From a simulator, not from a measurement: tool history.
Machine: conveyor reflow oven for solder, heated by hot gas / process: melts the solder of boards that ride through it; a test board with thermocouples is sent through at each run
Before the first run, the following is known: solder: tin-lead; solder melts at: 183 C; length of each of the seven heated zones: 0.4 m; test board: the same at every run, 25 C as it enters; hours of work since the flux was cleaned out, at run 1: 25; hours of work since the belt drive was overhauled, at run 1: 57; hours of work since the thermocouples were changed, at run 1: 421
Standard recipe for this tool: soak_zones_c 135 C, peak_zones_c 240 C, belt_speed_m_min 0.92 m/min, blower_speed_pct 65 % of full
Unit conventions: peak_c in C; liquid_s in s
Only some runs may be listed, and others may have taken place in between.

run,hour,soak_zones_c,peak_zones_c,belt_speed_m_min,blower_speed_pct,hours of work since the flux was cleaned out,hours of work since the belt drive was overhauled,hours of work since the thermocouples were changed,peak_c,liquid_s
1,0,135,240,0.92,65,25,57,421,220.7,39.93
2,5.8,135,240,0.92,65,28,61,424,220.6,39.88
3,10.9,135,240,0.92,65,31,64,427,220.7,39.86
4,15.8,135,240,0.92,65,34,66,430,220.7,39.89
5,21.7,129,240,0.92,65,37,70,433,219.6,37.88
6,26.4,129,240,0.92,65,40,73,436,219.5,37.97
7,31.6,129,240,0.92,65,43,76,439,219.5,37.88
8,37.2,135,240,0.92,52,46,79,442,217.2,37.69
9,42.7,135,240,0.92,52,50,82,446,217.3,37.8
10,51.4,135,240,0.92,87,55,87,451,224.5,41.98
11,57.2,135,240,0.92,87,58,91,454,224.7,41.9
12,64.6,135,240,0.92,87,62,95,459,224.5,41.94
13,70.3,135,240,0.92,65,66,98,462,220.3,39.74
14,78.4,135,240,0.92,65,70,103,467,220.4,39.66
15,82.3,135,240,0.92,65,73,105,469,220.1,39.6
16,86.5,135,240,0.92,82,75,108,471,223.6,41.53
17,91.2,135,240,0.872,86,78,111,474,226,45.15
18,96.1,135,237,1.064,65,81,113,477,212,29.59
19,101.2,135,237,1.064,65,84,116,480,211.9,29.54
20,109.5,127,240,0.92,65,89,121,485,218.6,36.98
21,113.4,127,240,0.92,65,91,124,487,218.7,36.98
22,121.4,127,240,0.92,68,96,128,492,219.2,37.45
23,126.6,148,240,0.92,54,99,131,495,220.6,42.88
24,134.4,131,244,0.81,63,103,136,499,227.2,48.09
25,139.3,124,240,0.92,71,106,139,502,219.3,36.82
26,146.8,124,240,0.92,71,110,143,507,219.1,36.87
27,153.8,135,249,0.92,65,115,147,511,227.8,43.18
28,162.2,125,240,0.92,65,119,152,516,217.8,36.27
29,168.5,146,240,0.92,79,123,156,519,224.9,44.56
30,174.6,146,240,0.846,71,127,159,523,225.9,49.19
31,181.3,130,234,0.92,61,131,163,527,213,34.23

Each row is a separate what-if for the run after 31, all from the same tool condition, not one after another. Results?
A,188.6,135,252,0.857,75,135,168,531,?,?
B,188.6,121,253,0.747,65,135,168,531,?,?
C,188.6,130,234,0.92,79,135,168,531,?,?

run,peak_c,liquid_s
A,235,49.52
B,237.1,54.65
C,216.6,36.72
With the hidden condition removed and each run's random variation left untouched, the same runs would have given:
run,peak_c,liquid_s
A,235.3,49.45
B,237.2,54.55
C,217,37.02
